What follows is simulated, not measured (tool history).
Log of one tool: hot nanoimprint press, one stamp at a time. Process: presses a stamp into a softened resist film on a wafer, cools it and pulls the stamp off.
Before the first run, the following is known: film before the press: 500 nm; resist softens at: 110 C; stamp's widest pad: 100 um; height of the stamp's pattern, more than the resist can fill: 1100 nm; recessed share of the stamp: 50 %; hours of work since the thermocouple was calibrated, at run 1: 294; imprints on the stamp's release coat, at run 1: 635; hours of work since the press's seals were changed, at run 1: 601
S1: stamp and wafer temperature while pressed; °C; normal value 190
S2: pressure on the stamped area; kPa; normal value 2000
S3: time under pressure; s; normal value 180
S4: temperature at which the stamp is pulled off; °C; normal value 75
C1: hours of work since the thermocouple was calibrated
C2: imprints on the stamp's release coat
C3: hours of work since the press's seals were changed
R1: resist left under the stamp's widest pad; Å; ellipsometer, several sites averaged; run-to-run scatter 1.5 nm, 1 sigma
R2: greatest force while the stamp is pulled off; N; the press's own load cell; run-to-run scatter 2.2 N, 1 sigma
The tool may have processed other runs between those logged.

run   hour   S1    S2   S3  S4   C1    C2   C3    R1   R2
  1    0.0  190  2000  180  75  294   635  601  2194  119
  2   13.3  190  2000  180  75  303   685  610  2206  119
  3   29.3  202  2000  180  75  314   746  621  1425  116
  4   42.5  190  2000  180  62  323   795  630  2200  148
      60.0  -- plate thermocouple calibrated
  5   65.8  190  2000  180  62    4   872  644  2351  160
  6   78.3  190  2000  180  62   12   919  652  2323  157
  7  101.6  190  2000  180  62   28  1007  668  2301  158
  8  112.0  190  2000  180  62   36  1046  675  2308  152
  9  126.1  185  2710  292  62   45  1099  685  2038  161
 10  137.0  192  2000  195  71   53  1141  692  2087  132
 11  155.7  182  1280  278  71   65  1211  705  3177  137
 12  172.7  182  1280  278  71   77  1275  717  3213  138

Difference, measured minus no-hidden-state, one row per run. Run-to-run variation is common to both terms; the gauge's own scatter need not be:
The hidden state here: true temperature over the reading, C; pressure that arrives at the usual setting, %; grip of the stamp's worn release coat, % over a new coat's; drift of the gauge itself on residual_nm, %; drift of the gauge itself on pull_off_n, %.
run    R1   R2
  1   -91   +2
  2   -95   +3
  3   -57   +3
  4  -101   +6
  5   +29  +11
  6   +26  +11
  7   +20  +12
  8   +17  +11
  9   +23  +13
 10   +11  +10
 11   -11  +11
 12   -16  +12
